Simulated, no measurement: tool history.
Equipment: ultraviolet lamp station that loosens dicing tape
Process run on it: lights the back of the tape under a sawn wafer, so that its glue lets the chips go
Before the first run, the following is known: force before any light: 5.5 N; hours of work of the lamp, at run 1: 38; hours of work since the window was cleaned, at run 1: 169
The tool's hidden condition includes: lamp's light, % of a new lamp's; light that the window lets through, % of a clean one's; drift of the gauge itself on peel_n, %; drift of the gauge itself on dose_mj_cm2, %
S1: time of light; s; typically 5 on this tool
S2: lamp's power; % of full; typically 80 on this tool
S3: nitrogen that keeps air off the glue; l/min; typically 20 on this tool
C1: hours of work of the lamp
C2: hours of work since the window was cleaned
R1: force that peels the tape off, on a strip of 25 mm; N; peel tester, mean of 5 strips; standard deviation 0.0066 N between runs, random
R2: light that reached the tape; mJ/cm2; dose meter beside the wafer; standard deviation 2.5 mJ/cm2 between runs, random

| run | hour | S1 | S2 | S3 | C1 | C2 | R1 | R2 |
|---|---|---|---|---|---|---|---|---|
| 1 | 0 | 5 | 80 | 20 | 38 | 169 | 0.228 | 300 |
| 2 | 45.8 | 5 | 80 | 20 | 64 | 194 | 0.215 | 297 |
| 3 | 86.4 | 5 | 80 | 20 | 87 | 217 | 0.22 | 301 |
|  | 95.4 | window cleaned of glue's vapour |
| 4 | 128.1 | 5 | 69 | 20 | 110 | 18 | 0.307 | 265 |
| 5 | 193.1 | 5 | 69 | 20 | 146 | 55 | 0.306 | 259 |
| 6 | 277.7 | 5 | 80 | 20 | 194 | 102 | 0.211 | 295 |
| 7 | 323.4 | 5 | 80 | 20 | 220 | 128 | 0.211 | 300 |
| 8 | 376.4 | 5 | 80 | 21 | 249 | 158 | 0.211 | 301 |
| 9 | 437.4 | 5 | 80 | 21 | 284 | 192 | 0.208 | 297 |
|  | 490.1 | window cleaned of glue's vapour |
| 10 | 503.4 | 5 | 80 | 20 | 320 | 7 | 0.216 | 297 |
| 11 | 569.4 | 5 | 80 | 20 | 357 | 44 | 0.212 | 304 |
| 12 | 620.4 | 5 | 80 | 31 | 386 | 73 | 0.164 | 304 |
| 13 | 664.8 | 5 | 80 | 31 | 411 | 98 | 0.159 | 307 |
| 14 | 740 | 5 | 80 | 20 | 453 | 140 | 0.21 | 295 |
| 15 | 813 | 5 | 80 | 20 | 494 | 181 | 0.215 | 301 |
|  | 885.6 | window cleaned of glue's vapour |
| 16 | 891.7 | 5 | 81 | 20 | 538 | 3 | 0.199 | 309 |
| 17 | 928 | 5 | 81 | 20 | 558 | 24 | 0.206 | 302 |
| 18 | 974.7 | 5 | 81 | 20 | 585 | 50 | 0.211 | 305 |
| 19 | 1057.5 | 3 | 80 | 20 | 631 | 96 | 0.705 | 180 |
| 20 | 1105.3 | 3 | 80 | 20 | 658 | 123 | 0.702 | 179 |
| 21 | 1180.4 | 5 | 62 | 20 | 700 | 165 | 0.397 | 230 |
| 22 | 1265.8 | 5 | 62 | 20 | 748 | 213 | 0.433 | 232 |
|  | 1280.2 | window cleaned of glue's vapour |
| 23 | 1325 | 5 | 62 | 20 | 781 | 25 | 0.397 | 233 |
| 24 | 1410.5 | 6 | 78 | 6 | 829 | 73 | 0.396 | 348 |
| 25 | 1473.8 | 7 | 99 | 15 | 864 | 109 | 0.079 | 519 |
| 26 | 1538.9 | 5 | 64 | 7 | 901 | 145 | 0.81 | 241 |
| 27 | 1622.9 | 5 | 64 | 7 | 948 | 192 | 0.807 | 237 |
|  | 1678.9 | window cleaned of glue's vapour |
| 28 | 1682.1 | 4 | 94 | 26 | 981 | 2 | 0.208 | 278 |
| 29 | 1758.2 | 5 | 80 | 32 | 1024 | 44 | 0.155 | 292 |
| 30 | 1813.5 | 5 | 80 | 32 | 1055 | 75 | 0.164 | 300 |
| 31 | 1877.8 | 4 | 90 | 9 | 1091 | 112 | 0.528 | 272 |
| 32 | 1928 | 4 | 90 | 9 | 1119 | 140 | 0.534 | 267 |
| 33 | 1963.6 | 4 | 90 | 9 | 1139 | 160 | 0.548 | 269 |
| 34 | 2046.3 | 4 | 90 | 9 | 1185 | 206 | 0.52 | 275 |
|  | 2076.7 | window cleaned of glue's vapour |
| 35 | 2133.6 | 5 | 73 | 20 | 1234 | 32 | 0.274 | 273 |
| 36 | 2190.3 | 5 | 73 | 28 | 1266 | 64 | 0.206 | 273 |
| 37 | 2277.1 | 5 | 73 | 31 | 1315 | 112 | 0.202 | 274 |
| 38 | 2328.3 | 5 | 73 | 31 | 1343 | 141 | 0.195 | 272 |
| 39 | 2396.6 | 5 | 80 | 13 | 1382 | 179 | 0.311 | 301 |
|  | 2472.6 | window cleaned of glue's vapour |
| 40 | 2472.6 | 4 | 66 | 13 | 1424 | 0 | 0.768 | 197 |
| 41 | 2548.1 | 4 | 66 | 13 | 1466 | 42 | 0.778 | 196 |
| 42 | 2597.6 | 5 | 95 | 34 | 1494 | 70 | 0.105 | 359 |

Predict each of these 5 candidate next runs independently; none follows another, all start after run 42:
| A | 2652.6 | 8 | 95 | 34 | 1525 | 101 | ? | ? |
| B | 2652.6 | 5 | 80 | 22 | 1525 | 101 | ? | ? |
| C | 2652.6 | 2 | 82 | 6 | 1525 | 101 | ? | ? |
| D | 2652.6 | 5 | 80 | 20 | 1525 | 101 | ? | ? |
| E | 2652.6 | 3 | 76 | 17 | 1525 | 101 | ? | ? |

| run | R1 | R2 |
|---|---|---|
| A | 0.06 | 571 |
| B | 0.193 | 300 |
| C | 2.078 | 125 |
| D | 0.221 | 299 |
| E | 0.843 | 172 |
With the hidden condition removed and each run's random variation left untouched, the same runs would have given:
| run | R1 | R2 |
|---|---|---|
| A | 0.06 | 572 |
| B | 0.192 | 301 |
| C | 2.072 | 125 |
| D | 0.219 | 300 |
| E | 0.838 | 172 |

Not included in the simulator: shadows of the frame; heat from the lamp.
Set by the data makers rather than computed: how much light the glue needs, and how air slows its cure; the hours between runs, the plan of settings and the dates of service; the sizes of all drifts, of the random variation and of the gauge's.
